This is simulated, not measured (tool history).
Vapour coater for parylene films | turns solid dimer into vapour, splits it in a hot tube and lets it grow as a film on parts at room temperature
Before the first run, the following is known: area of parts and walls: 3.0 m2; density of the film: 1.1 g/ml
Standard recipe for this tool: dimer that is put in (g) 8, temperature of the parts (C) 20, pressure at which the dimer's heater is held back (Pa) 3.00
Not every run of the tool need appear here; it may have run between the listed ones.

run,day,dimer that is put in (g),temperature of the parts (C),pressure at which the dimer's heater is held back (Pa),thickness of the film (nm)
1,0.000,8,20,3.00,2100
2,1.967,5,20,3.00,1310
3,3.733,8,20,11.30,1620
4,5.342,8,20,3.00,2110
5,6.446,8,20,3.00,2130
6,8.162,8,20,3.00,2100
7,10.275,8,20,3.00,2100
# day 12.267: trap's valve overhauled
8,12.267,8,20,3.00,2100
9,13.450,8,15,3.00,2320
10,15.158,8,20,3.00,2100
11,16.692,8,19,3.00,2150
12,18.000,8,13,3.00,2390
13,19.929,8,13,3.00,2360
14,20.925,8,13,3.00,2380
15,22.308,8,13,3.00,2360
16,23.596,8,13,2.76,2350
# day 25.817: trap's valve overhauled
17,25.967,8,13,5.69,2140
18,27.942,8,13,5.69,2150
19,29.896,8,13,5.69,2150
20,32.021,8,13,5.69,2130
21,34.121,8,20,4.04,1990
22,35.575,8,20,3.88,2010
23,36.783,8,20,3.00,2110
24,38.083,8,18,3.00,2200
# day 39.417: trap's valve overhauled
25,40.296,8,14,10.61,1840
26,42.046,3,18,2.50,850
27,43.888,7,13,6.79,1810
28,45.779,7,13,6.79,1790
29,47.333,7,13,6.79,1810
30,48.379,7,13,9.90,1680
31,49.492,7,13,9.90,1680
32,50.583,7,13,9.90,1670
33,52.629,5,20,8.74,1080
# day 52.983: trap's valve overhauled
34,53.775,12,20,3.22,3100
35,55.425,12,20,3.22,3110
36,56.412,12,20,3.22,3110
37,58.471,12,12,11.67,2830
38,60.454,12,12,11.67,2830
39,61.612,8,29,3.19,1730
40,63.875,8,29,3.19,1740
41,65.588,3,20,3.00,790
# day 66.233: table's thermometer calibrated
# day 66.558: trap's valve overhauled
42,67.242,11,15,5.16,2860
43,68.308,11,23,4.15,2560
44,69.454,8,18,3.00,2200
45,70.933,3,30,8.80,510
46,72.762,3,30,8.80,520

Consider 5 possible next runs. They are alternatives, not a sequence: every one starts from the tool as it was left by run 46. What does each give?
A,74.538,4,30,8.09,?
B,74.538,3,20,2.26,?
C,74.538,3,17,5.55,?
D,74.538,5,20,3.00,?
E,74.538,3,27,11.57,?

run,thickness of the film (nm)
A,720
B,820
C,760
D,1330
E,500
The same runs, with their run-to-run variation unchanged, on a tool lacking any hidden condition would have given:
run,thickness of the film (nm)
A,720
B,830
C,760
D,1330
E,500

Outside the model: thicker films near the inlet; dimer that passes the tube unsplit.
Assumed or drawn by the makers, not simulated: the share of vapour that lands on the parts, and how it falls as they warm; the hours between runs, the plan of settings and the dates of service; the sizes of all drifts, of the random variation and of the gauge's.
